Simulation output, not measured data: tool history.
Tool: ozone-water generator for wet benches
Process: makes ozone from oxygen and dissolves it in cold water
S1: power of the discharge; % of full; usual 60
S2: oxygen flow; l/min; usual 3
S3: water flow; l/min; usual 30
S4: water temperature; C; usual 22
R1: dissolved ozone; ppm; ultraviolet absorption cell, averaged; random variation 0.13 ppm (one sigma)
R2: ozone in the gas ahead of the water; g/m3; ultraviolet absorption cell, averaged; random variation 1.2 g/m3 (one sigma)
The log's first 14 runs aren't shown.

run,day,S1,S2,S3,S4,R1,R2
15,12.804,60,3,36,22,11.7,223.2
16,13.475,60,3,36,22,11.6,223.4
17,14.542,60,3,36,22,11.9,221.7
18,15.542,85,3.73,36,22,16.3,266.1
19,16.333,85,3.73,36,22,16.6,267.9
20,17.842,85,3.73,36,22,16.4,266.6
21,18.625,55,1.61,28,18,10.9,259.2
22,19.767,60,3,33,17,13.2,219.9
23,20.467,91,3.16,20,22,26.9,297.3
24,21.271,72,2.11,38,16,11.4,288.6
# day 21.55: contactor cleaned
25,22.438,72,1.62,38,24,9.2,316.1
26,23.612,70,1.71,34,16,10.9,302.3
27,24.296,46,1.71,34,25,7.7,221.4
28,25.533,46,1.71,34,25,7.7,221.8
29,26.479,53,1.6,24,24,11.5,252.8
30,27.988,59,3,30,14,14.3,217.4
31,28.9,59,3,30,14,14.5,217.3
# day 30.342: contactor cleaned, once more
32,30.362,59,3,30,14,14.5,219
33,31.3,84,3,30,15,19.3,283.3
34,32.35,80,4.27,23,24,23.4,241.1

Forecast each of these 3 alternatives for the next run:
A,33.4,60,2.11,38,21,?,?
B,33.4,80,4.27,30,24,?,?
C,33.4,60,3.58,37,26,?,?

run,R1,R2
A,9.8,252.6
B,19.4,241.5
C,11.8,209
Without the tool's hidden state the same runs would have given:
run,R1,R2
A,10.1,258.7
B,20,248.8
C,12.1,214

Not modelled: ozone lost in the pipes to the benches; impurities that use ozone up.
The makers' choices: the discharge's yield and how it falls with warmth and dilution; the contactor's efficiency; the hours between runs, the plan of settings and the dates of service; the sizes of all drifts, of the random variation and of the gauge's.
